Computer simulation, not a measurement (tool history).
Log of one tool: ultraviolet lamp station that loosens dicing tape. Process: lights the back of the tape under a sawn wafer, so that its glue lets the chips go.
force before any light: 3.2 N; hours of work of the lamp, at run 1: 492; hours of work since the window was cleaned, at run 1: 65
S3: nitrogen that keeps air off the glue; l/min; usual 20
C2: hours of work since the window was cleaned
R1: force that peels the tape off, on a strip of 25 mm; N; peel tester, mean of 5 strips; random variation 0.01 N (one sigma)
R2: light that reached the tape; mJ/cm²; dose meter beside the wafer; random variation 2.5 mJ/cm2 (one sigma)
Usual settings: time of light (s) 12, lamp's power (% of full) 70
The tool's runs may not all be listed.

Run 1, day 0: usual settings; hours of work of the lamp 492; C2 65. Result: R1 0.783 N, R2 189 mJ/cm².
Run 2, day 1.546: usual settings; hours of work of the lamp 520; C2 93. Result: R1 0.804 N, R2 182 mJ/cm².
Run 3, day 2.762: usual settings but S3 9 l/min; hours of work of the lamp 542; C2 115. Result: R1 1.173 N, R2 179 mJ/cm².
Run 4, day 4.15: usual settings but S3 9 l/min; hours of work of the lamp 567; C2 140. Result: R1 1.234 N, R2 170 mJ/cm².
Run 5, day 5.471: usual settings; hours of work of the lamp 591; C2 164. Result: R1 0.919 N, R2 166 mJ/cm².
Run 6, day 6.879: usual settings; hours of work of the lamp 616; C2 189. Result: R1 0.928 N, R2 163 mJ/cm².
Run 7, day 8.262: usual settings; hours of work of the lamp 641; C2 214. Result: R1 0.951 N, R2 158 mJ/cm².
At day 9.308: lamp changed.
Run 8, day 10.4: usual settings; hours of work of the lamp 20; C2 252. Result: R1 0.494 N, R2 276 mJ/cm².
Run 9, day 11.692: usual settings but lamp's power (% of full) 64; hours of work of the lamp 43; C2 276. Result: R1 0.576 N, R2 244 mJ/cm².
Run 10, day 12.933: usual settings; hours of work of the lamp 66; C2 298. Result: R1 0.524 N, R2 261 mJ/cm².
Run 11, day 14.338: usual settings; hours of work of the lamp 91; C2 324. Result: R1 0.547 N, R2 255 mJ/cm².
Run 12, day 15.654: usual settings but lamp's power (% of full) 88, S3 30 l/min; hours of work of the lamp 115; C2 347. Result: R1 0.318 N, R2 316 mJ/cm².
Run 13, day 17.475: usual settings but lamp's power (% of full) 86, S3 29 l/min; hours of work of the lamp 148; C2 380. Result: R1 0.364 N, R2 298 mJ/cm².
Run 14, day 18.546: usual settings but lamp's power (% of full) 86, S3 26 l/min; hours of work of the lamp 167; C2 400. Result: R1 0.411 N, R2 295 mJ/cm².
Run 15, day 19.642: usual settings but lamp's power (% of full) 86, S3 26 l/min; hours of work of the lamp 187; C2 420. Result: R1 0.4 N, R2 291 mJ/cm².
Run 16, day 22.1: usual settings but lamp's power (% of full) 86, S3 26 l/min; hours of work of the lamp 232; C2 464. Result: R1 0.418 N, R2 274 mJ/cm².
Run 17, day 24.088: usual settings but time of light (s) 8, lamp's power (% of full) 84, S3 10 l/min; hours of work of the lamp 268; C2 500. Result: R1 1.148 N, R2 169 mJ/cm².
At day 24.692: window cleaned of glue's vapour.
Run 18, day 26.521: usual settings but time of light (s) 16, lamp's power (% of full) 69, S3 11 l/min; hours of work of the lamp 311; C2 33. Result: R1 0.569 N, R2 302 mJ/cm².
Run 19, day 28.475: usual settings but time of light (s) 7, S3 8 l/min; hours of work of the lamp 347; C2 68. Result: R1 1.579 N, R2 129 mJ/cm².
Run 20, day 29.688: usual settings but time of light (s) 23, S3 15 l/min; hours of work of the lamp 369; C2 90. Result: R1 0.351 N, R2 415 mJ/cm².
Run 21, day 31.933: usual settings but time of light (s) 23, S3 15 l/min; hours of work of the lamp 409; C2 131. Result: R1 0.365 N, R2 398 mJ/cm².
Run 22, day 34.158: usual settings but time of light (s) 23, lamp's power (% of full) 72, S3 8 l/min; hours of work of the lamp 449; C2 171. Result: R1 0.513 N, R2 389 mJ/cm².

Forecast each of these 3 alternatives for the next run:
Run A, day 35.292: usual settings but time of light (s) 18, lamp's power (% of full) 80, S3 13 l/min; hours of work of the lamp 470; C2 192. Result: R1 ?, R2 ?.
Run B, day 35.292: usual settings but time of light (s) 9, lamp's power (% of full) 72, S3 36 l/min; hours of work of the lamp 470; C2 192. Result: R1 ?, R2 ?.
Run C, day 35.292: usual settings but time of light (s) 23, S3 8 l/min; hours of work of the lamp 470; C2 192. Result: R1 ?, R2 ?.

run     R1   R2
  A  0.489  331
  B  0.797  149
  C  0.557  376
Without the tool's hidden state the same runs would have given:
run     R1   R2
  A  0.297  510
  B  0.461  229
  C  0.325  576
